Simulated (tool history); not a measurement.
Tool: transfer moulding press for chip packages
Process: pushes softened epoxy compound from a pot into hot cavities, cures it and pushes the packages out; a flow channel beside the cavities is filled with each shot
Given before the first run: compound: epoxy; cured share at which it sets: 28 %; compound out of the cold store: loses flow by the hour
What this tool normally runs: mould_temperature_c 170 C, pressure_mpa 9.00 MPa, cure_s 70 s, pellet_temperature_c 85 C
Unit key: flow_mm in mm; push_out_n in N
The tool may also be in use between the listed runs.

run,hour,mould_temperature_c,pressure_mpa,cure_s,pellet_temperature_c,incoming compound's hours out of the cold store,flow_mm,push_out_n
1,0.0,170,9.00,70,85,22.9,662,581
# hour 12.3: cavities cleaned with cleaning compound and waxed
2,18.0,175,9.00,70,85,39.8,595,388
3,32.6,169,9.00,70,85,9.8,697,545
# hour 39.8: plunger's sealing rings changed
4,48.8,170,9.00,70,81,13.7,749,568
# hour 61.7: cavities cleaned with cleaning compound and waxed
5,62.0,170,9.00,70,81,14.0,745,382
6,73.9,170,9.00,70,81,20.9,718,472
7,87.2,170,9.00,70,81,35.1,665,555
8,104.8,170,8.45,70,81,31.7,658,572
# hour 109.0: cavities cleaned with cleaning compound and waxed
9,119.1,170,9.00,70,93,13.6,725,465
10,135.5,170,9.00,70,93,31.1,673,519
11,148.1,170,9.00,70,85,40.3,633,566
# hour 156.5: cavities cleaned with cleaning compound and waxed
12,166.0,170,9.00,70,85,12.7,725,465
13,178.5,171,9.00,70,85,20.1,693,496
14,196.8,171,9.00,70,85,36.6,648,596
# hour 204.5: cavities cleaned with cleaning compound and waxed
15,211.7,171,10.98,89,85,14.3,771,392
16,228.7,171,10.98,89,85,14.6,780,461
17,243.3,170,10.93,64,85,21.2,736,641
# hour 251.3: cavities cleaned with cleaning compound and waxed
18,260.0,170,9.00,70,93,28.2,654,424
# hour 265.0: mould's thermocouples calibrated
19,271.0,170,9.00,70,93,36.9,627,496
20,282.3,170,10.82,58,87,13.3,773,796
21,295.8,166,7.63,52,85,31.3,597,1405
# hour 301.5: cavities cleaned with cleaning compound and waxed
22,314.7,166,7.63,52,85,15.4,643,1222
23,324.5,170,9.00,105,85,26.5,650,465
# hour 339.2: plunger's sealing rings changed
24,344.3,170,9.59,51,80,35.3,696,1053
# hour 351.5: cavities cleaned with cleaning compound and waxed
25,359.5,164,9.00,70,76,35.5,680,582

Estimate the outcome of run 26 from the log above:
26,367.2,176,9.47,70,95,37.9,?,?

Run 26 came out at flow_mm 666 mm, push_out_n 447 N.
With the hidden condition absent and the run-to-run variation left alone, this run would have shown flow_mm 676 mm, push_out_n 316 N.

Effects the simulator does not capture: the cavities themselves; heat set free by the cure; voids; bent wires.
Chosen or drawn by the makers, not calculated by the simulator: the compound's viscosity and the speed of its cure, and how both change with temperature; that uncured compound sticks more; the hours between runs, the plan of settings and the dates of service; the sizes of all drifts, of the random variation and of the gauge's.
